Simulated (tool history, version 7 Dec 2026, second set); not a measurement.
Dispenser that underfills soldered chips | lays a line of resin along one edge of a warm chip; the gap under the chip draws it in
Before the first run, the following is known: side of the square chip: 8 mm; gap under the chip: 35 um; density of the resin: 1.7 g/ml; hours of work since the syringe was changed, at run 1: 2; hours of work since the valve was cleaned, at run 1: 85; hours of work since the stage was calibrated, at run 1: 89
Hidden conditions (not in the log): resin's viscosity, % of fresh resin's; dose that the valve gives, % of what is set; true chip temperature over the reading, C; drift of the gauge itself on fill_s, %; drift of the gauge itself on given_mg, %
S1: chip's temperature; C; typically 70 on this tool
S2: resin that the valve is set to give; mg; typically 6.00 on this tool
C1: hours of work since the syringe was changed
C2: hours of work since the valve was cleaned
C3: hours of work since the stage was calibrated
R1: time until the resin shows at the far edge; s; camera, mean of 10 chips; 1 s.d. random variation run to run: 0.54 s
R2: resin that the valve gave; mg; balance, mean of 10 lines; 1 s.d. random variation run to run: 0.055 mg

run	hour	S1	S2	C1	C2	C3	R1	R2
1	0.0	70	6.00	2	85	89	50.1	5.54
2	11.4	70	5.62	10	93	97	66.8	5.12
# hour 13.9: new syringe of resin
3	20.5	70	5.62	5	100	103	54.7	5.15
# hour 30.4: new syringe of resin
# hour 32.5: dispensing valve cleaned and set on the balance
4	37.2	70	5.62	4	3	114	53.0	5.68
5	44.9	70	5.62	9	9	119	63.8	5.53
# hour 48.5: new syringe of resin
6	55.7	70	5.62	5	16	126	55.1	5.56
7	62.3	70	5.62	10	21	131	64.5	5.55
# hour 65.3: new syringe of resin
8	73.6	70	5.62	6	28	139	57.7	5.51
# hour 81.7: new syringe of resin
9	84.2	70	5.62	2	36	146	49.3	5.47
10	90.5	70	6.00	6	40	150	56.7	5.83
# hour 98.3: new syringe of resin
11	99.9	82	6.00	1	46	157	32.1	5.71
12	107.3	82	6.00	6	52	162	38.1	5.71
# hour 115.0: new syringe of resin
13	122.3	82	6.00	5	62	172	36.0	5.82
14	131.0	82	6.00	11	68	178	46.3	5.60
# hour 132.0: new syringe of resin
15	145.8	70	7.28	10	78	188	62.5	6.86
# hour 148.9: new syringe of resin
16	155.6	71	7.19	5	85	195	51.2	6.66
17	162.5	59	7.44	10	90	200	94.4	6.90
# hour 165.8: new syringe of resin
18	177.6	55	6.79	8	100	210	105.2	6.26
# hour 182.2: new syringe of resin
# hour 189.1: dispensing valve cleaned and set on the balance
19	194.1	61	7.27	8	4	221	82.3	7.29
# hour 200.3: new syringe of resin
20	201.4	57	5.43	1	8	226	77.7	5.42
21	212.6	75	6.60	9	16	234	50.7	6.49
# hour 217.0: new syringe of resin
22	226.1	80	5.62	6	26	243	42.6	5.60
23	232.7	79	5.93	11	30	248	49.8	5.74
# hour 234.4: new syringe of resin
24	239.6	58	7.28	4	35	252	79.5	7.02
25	248.2	58	7.28	10	41	258	99.7	7.04
# hour 251.2: new syringe of resin
26	262.6	58	7.28	8	51	268	94.4	6.90
# hour 267.9: new syringe of resin
27	276.4	74	7.22	6	60	277	50.5	6.84
# hour 284.5: new syringe of resin
28	291.1	62	6.57	5	70	288	71.9	6.18
# hour 300.9: new syringe of resin
29	300.9	78	6.53	0	77	294	35.3	6.09

Consider 4 possible next runs. They are alternatives, not a sequence: every one starts from the tool as it was left by run 29. What does each give?
A	309.1	76	6.55	6	82	300	?	?
B	309.1	67	7.71	6	82	300	?	?
C	309.1	65	6.53	6	82	300	?	?
D	309.1	67	6.00	6	82	300	?	?

run	R1	R2
A	46.9	6.04
B	62.8	7.14
C	68.4	6.13
D	65.3	5.53
Take away the tool's hidden state, keep each run's random variation, and the runs would have read:
run	R1	R2
A	36.4	6.49
B	48.6	7.67
C	52.8	6.58
D	50.4	5.94

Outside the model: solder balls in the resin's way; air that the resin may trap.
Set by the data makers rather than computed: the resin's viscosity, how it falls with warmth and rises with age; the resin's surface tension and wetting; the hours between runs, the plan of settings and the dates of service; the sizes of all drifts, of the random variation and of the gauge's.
